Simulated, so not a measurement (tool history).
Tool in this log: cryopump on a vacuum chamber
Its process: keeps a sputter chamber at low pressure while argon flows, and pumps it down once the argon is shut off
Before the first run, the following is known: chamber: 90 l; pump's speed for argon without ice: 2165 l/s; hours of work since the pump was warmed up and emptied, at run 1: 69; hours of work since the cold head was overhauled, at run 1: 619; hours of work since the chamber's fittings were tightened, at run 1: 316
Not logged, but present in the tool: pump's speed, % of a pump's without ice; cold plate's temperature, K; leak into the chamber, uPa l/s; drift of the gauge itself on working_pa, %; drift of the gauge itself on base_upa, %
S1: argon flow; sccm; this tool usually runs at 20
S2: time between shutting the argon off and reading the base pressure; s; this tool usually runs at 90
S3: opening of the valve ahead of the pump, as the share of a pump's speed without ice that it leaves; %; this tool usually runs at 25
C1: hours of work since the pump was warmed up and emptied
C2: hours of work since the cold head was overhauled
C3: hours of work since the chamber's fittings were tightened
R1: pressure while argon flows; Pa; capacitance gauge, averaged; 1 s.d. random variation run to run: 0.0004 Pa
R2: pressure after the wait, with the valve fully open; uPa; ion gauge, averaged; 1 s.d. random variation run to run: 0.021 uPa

run    hour  S1   S2  S3   C1    C2   C3      R1    R2
  1       0  20   90  25   69   619  316   0.063   0.5
  2    49.9  20   90  33   97   646  344  0.0479  0.44
  3   110.6  20   90  33  130   680  377  0.0482  0.48
  4   196.9  29   90  25  178   727  424   0.093  0.55
  5   268.8  29   90  25  217   767  464  0.0937  0.51
  6   358.6  20   90  25  266   816  513  0.0644  0.58
  7   451.9  14   90  25  318   867  564  0.0449  0.61
  8   520.2  14   90  25  355   905  602   0.046  0.66
  9   612.5  14   90  25  406   955  653  0.0462  0.67
 10   671.6  20   64  25  438   988  685  0.0669  0.78
 11   723.9  19  279  33  467  1017  714  0.0487   0.6
      826.4  -- pump warmed up, emptied and cooled again
 12   828.4  37  279  19    1  1071  769  0.1516  0.52
 13   902.8  35   90  38   42  1112  810  0.0722  0.66
 14   949.3  17   20  25   68  1138  835  0.0541   1.2
 15  1013.1  20  260  26  103  1173  870   0.061  0.57
 16  1073.3  12  260  22  136  1206  903   0.043  0.61
 17  1180.5  12  260  22  195  1265  962  0.0434  0.68

3 options for the next run, each taken on its own from the tool as it stands now. Forecast them:
  A  1258.1  17  199  15  237  1308  1005   ?   ?
  B  1258.1  11   90  16  237  1308  1005   ?   ?
  C  1258.1  12  260  54  237  1308  1005   ?   ?

run      R1    R2
  A  0.0902  0.66
  B  0.0544  0.79
  C  0.0195  0.67
Stripped of hidden state, with their random variation kept, the same runs would have yielded:
run      R1    R2
  A  0.0883  0.18
  B  0.0532  0.31
  C  0.0182  0.19

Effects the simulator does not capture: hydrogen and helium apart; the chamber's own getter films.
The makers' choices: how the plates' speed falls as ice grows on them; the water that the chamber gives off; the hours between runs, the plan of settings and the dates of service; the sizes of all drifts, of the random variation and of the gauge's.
